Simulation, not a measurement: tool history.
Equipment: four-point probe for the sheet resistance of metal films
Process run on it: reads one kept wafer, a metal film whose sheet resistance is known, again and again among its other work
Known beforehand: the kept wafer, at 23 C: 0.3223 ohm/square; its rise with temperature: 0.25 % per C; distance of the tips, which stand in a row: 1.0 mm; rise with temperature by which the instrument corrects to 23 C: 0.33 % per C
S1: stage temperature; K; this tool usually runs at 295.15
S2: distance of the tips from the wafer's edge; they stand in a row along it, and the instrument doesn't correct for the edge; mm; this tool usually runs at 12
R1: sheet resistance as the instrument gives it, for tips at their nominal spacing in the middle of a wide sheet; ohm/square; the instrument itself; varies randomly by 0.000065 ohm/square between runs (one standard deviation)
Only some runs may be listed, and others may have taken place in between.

Run 1, hour 0.0: usual settings. Result: R1 0.323050 ohm/square.
Run 2, hour 34.9: usual settings. Result: R1 0.323035 ohm/square.
Run 3, hour 71.2: usual settings. Result: R1 0.322943 ohm/square.
Run 4, hour 113.9: usual settings. Result: R1 0.322868 ohm/square.
Run 5, hour 140.9: usual settings but S2 4 mm. Result: R1 0.332332 ohm/square.
Run 6, hour 171.0: usual settings but S2 4 mm. Result: R1 0.332302 ohm/square.
Run 7, hour 204.7: usual settings. Result: R1 0.322895 ohm/square.
Run 8, hour 233.7: usual settings but S1 302.15 K. Result: R1 0.321397 ohm/square.
Run 9, hour 273.5: usual settings but S1 302.15 K. Result: R1 0.321344 ohm/square.
Run 10, hour 301.9: usual settings but S1 302.15 K. Result: R1 0.321233 ohm/square.
Run 11, hour 340.4: usual settings but S1 302.15 K. Result: R1 0.321255 ohm/square.
Run 12, hour 370.1: usual settings. Result: R1 0.322912 ohm/square.
Run 13, hour 396.9: usual settings. Result: R1 0.322879 ohm/square.
Run 14, hour 414.8: usual settings. Result: R1 0.322735 ohm/square.
Run 15, hour 448.0: usual settings. Result: R1 0.322757 ohm/square.
Run 16, hour 486.7: usual settings. Result: R1 0.322781 ohm/square.
Run 17, hour 530.2: usual settings. Result: R1 0.322758 ohm/square.
Run 18, hour 550.2: usual settings. Result: R1 0.322597 ohm/square.
Run 19, hour 568.4: usual settings but S1 294.15 K, S2 18 mm. Result: R1 0.322300 ohm/square.
Run 20, hour 589.0: usual settings but S1 299.15 K, S2 28 mm. Result: R1 0.320802 ohm/square.

Expected results for the next run?
Run 21, hour 618.2: usual settings but S1 293.15 K, S2 46 mm. Result: R1 ?.

Run 21 came out at R1 0.322156 ohm/square.
Were there no unlogged condition in the tool, this run, its random variation unchanged, would have produced R1 0.323188 ohm/square.
